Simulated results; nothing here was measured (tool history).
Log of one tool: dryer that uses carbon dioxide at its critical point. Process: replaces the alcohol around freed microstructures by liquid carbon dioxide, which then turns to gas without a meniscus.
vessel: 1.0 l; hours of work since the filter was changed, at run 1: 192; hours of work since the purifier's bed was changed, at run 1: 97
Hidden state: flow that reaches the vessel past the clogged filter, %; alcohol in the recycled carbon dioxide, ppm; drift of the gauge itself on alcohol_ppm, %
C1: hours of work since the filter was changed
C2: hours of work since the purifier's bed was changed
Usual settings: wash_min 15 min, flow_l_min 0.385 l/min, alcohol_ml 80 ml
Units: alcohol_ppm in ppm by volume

{"run": 1, "hour": 0.0, "wash_min": 15, "flow_l_min": 0.385, "alcohol_ml": 80, "C1": 192, "C2": 97, "alcohol_ppm": 519}
{"run": 2, "hour": 8.0, "wash_min": 15, "flow_l_min": 0.266, "alcohol_ml": 80, "C1": 195, "C2": 99, "alcohol_ppm": 2620}
{"run": 3, "hour": 15.7, "wash_min": 15, "flow_l_min": 0.326, "alcohol_ml": 80, "C1": 198, "C2": 102, "alcohol_ppm": 1167}
{"run": 4, "hour": 21.3, "wash_min": 10, "flow_l_min": 0.385, "alcohol_ml": 80, "C1": 200, "C2": 104, "alcohol_ppm": 2780}
{"run": 5, "hour": 29.7, "wash_min": 10, "flow_l_min": 0.385, "alcohol_ml": 80, "C1": 203, "C2": 107, "alcohol_ppm": 2829}
{"run": 6, "hour": 38.5, "wash_min": 10, "flow_l_min": 0.385, "alcohol_ml": 80, "C1": 206, "C2": 110, "alcohol_ppm": 2853}
{"run": 7, "hour": 45.8, "wash_min": 10, "flow_l_min": 0.385, "alcohol_ml": 80, "C1": 208, "C2": 113, "alcohol_ppm": 2861}
{"run": 8, "hour": 57.0, "wash_min": 19, "flow_l_min": 0.385, "alcohol_ml": 80, "C1": 212, "C2": 117, "alcohol_ppm": 157}
{"run": 9, "hour": 65.5, "wash_min": 15, "flow_l_min": 0.385, "alcohol_ml": 60, "C1": 215, "C2": 120, "alcohol_ppm": 414}
{"run": 10, "hour": 71.8, "wash_min": 15, "flow_l_min": 0.385, "alcohol_ml": 30, "C1": 218, "C2": 122, "alcohol_ppm": 211}
{"run": 11, "hour": 78.1, "wash_min": 15, "flow_l_min": 0.385, "alcohol_ml": 30, "C1": 220, "C2": 125, "alcohol_ppm": 207}
{"run": 12, "hour": 85.1, "wash_min": 15, "flow_l_min": 0.385, "alcohol_ml": 80, "C1": 222, "C2": 127, "alcohol_ppm": 583}
{"run": 13, "hour": 90.5, "wash_min": 15, "flow_l_min": 0.385, "alcohol_ml": 91, "C1": 224, "C2": 129, "alcohol_ppm": 628}
{"run": 14, "hour": 95.7, "wash_min": 15, "flow_l_min": 0.385, "alcohol_ml": 91, "C1": 226, "C2": 131, "alcohol_ppm": 650}
{"run": 15, "hour": 105.3, "wash_min": 15, "flow_l_min": 0.385, "alcohol_ml": 91, "C1": 230, "C2": 134, "alcohol_ppm": 662}
{"run": 16, "hour": 112.3, "wash_min": 15, "flow_l_min": 0.632, "alcohol_ml": 91, "C1": 232, "C2": 137, "alcohol_ppm": 38}
{"hour": 120.0, "done": "inlet filter changed"}
{"run": 17, "hour": 124.9, "wash_min": 15, "flow_l_min": 0.632, "alcohol_ml": 91, "C1": 2, "C2": 141, "alcohol_ppm": 11}
{"run": 18, "hour": 133.5, "wash_min": 10, "flow_l_min": 0.537, "alcohol_ml": 27, "C1": 5, "C2": 144, "alcohol_ppm": 150}
{"run": 19, "hour": 143.7, "wash_min": 10, "flow_l_min": 0.243, "alcohol_ml": 27, "C1": 9, "C2": 148, "alcohol_ppm": 2735}
{"run": 20, "hour": 150.1, "wash_min": 12, "flow_l_min": 0.564, "alcohol_ml": 80, "C1": 11, "C2": 150, "alcohol_ppm": 113}
{"run": 21, "hour": 158.3, "wash_min": 13, "flow_l_min": 0.474, "alcohol_ml": 80, "C1": 14, "C2": 153, "alcohol_ppm": 208}
{"run": 22, "hour": 165.8, "wash_min": 11, "flow_l_min": 0.45, "alcohol_ml": 93, "C1": 16, "C2": 156, "alcohol_ppm": 782}
{"run": 23, "hour": 176.2, "wash_min": 11, "flow_l_min": 0.602, "alcohol_ml": 60, "C1": 20, "C2": 160, "alcohol_ppm": 114}
{"run": 24, "hour": 182.8, "wash_min": 11, "flow_l_min": 0.602, "alcohol_ml": 60, "C1": 23, "C2": 162, "alcohol_ppm": 117}
{"run": 25, "hour": 194.4, "wash_min": 11, "flow_l_min": 0.602, "alcohol_ml": 60, "C1": 27, "C2": 166, "alcohol_ppm": 116}
{"run": 26, "hour": 202.4, "wash_min": 11, "flow_l_min": 0.602, "alcohol_ml": 60, "C1": 30, "C2": 169, "alcohol_ppm": 105}
{"run": 27, "hour": 208.8, "wash_min": 11, "flow_l_min": 0.576, "alcohol_ml": 60, "C1": 32, "C2": 171, "alcohol_ppm": 144}
{"run": 28, "hour": 218.6, "wash_min": 11, "flow_l_min": 0.576, "alcohol_ml": 60, "C1": 35, "C2": 175, "alcohol_ppm": 157}

Forecast each of these 5 alternatives for the next run:
{"run": "A", "hour": 226.0, "wash_min": 10, "flow_l_min": 0.472, "alcohol_ml": 60, "C1": 38, "C2": 177, "alcohol_ppm": "?"}
{"run": "B", "hour": 226.0, "wash_min": 11, "flow_l_min": 0.636, "alcohol_ml": 59, "C1": 38, "C2": 177, "alcohol_ppm": "?"}
{"run": "C", "hour": 226.0, "wash_min": 21, "flow_l_min": 0.273, "alcohol_ml": 80, "C1": 38, "C2": 177, "alcohol_ppm": "?"}
{"run": "D", "hour": 226.0, "wash_min": 10, "flow_l_min": 0.385, "alcohol_ml": 42, "C1": 38, "C2": 177, "alcohol_ppm": "?"}
{"run": "E", "hour": 226.0, "wash_min": 11, "flow_l_min": 0.576, "alcohol_ml": 20, "C1": 38, "C2": 177, "alcohol_ppm": "?"}

run=A alcohol_ppm=649
run=B alcohol_ppm=80
run=C alcohol_ppm=380
run=D alcohol_ppm=1050
run=E alcohol_ppm=55
Without the tool's hidden state the same runs would have given:
run=A alcohol_ppm=572
run=B alcohol_ppm=60
run=C alcohol_ppm=325
run=D alcohol_ppm=952
run=E alcohol_ppm=38
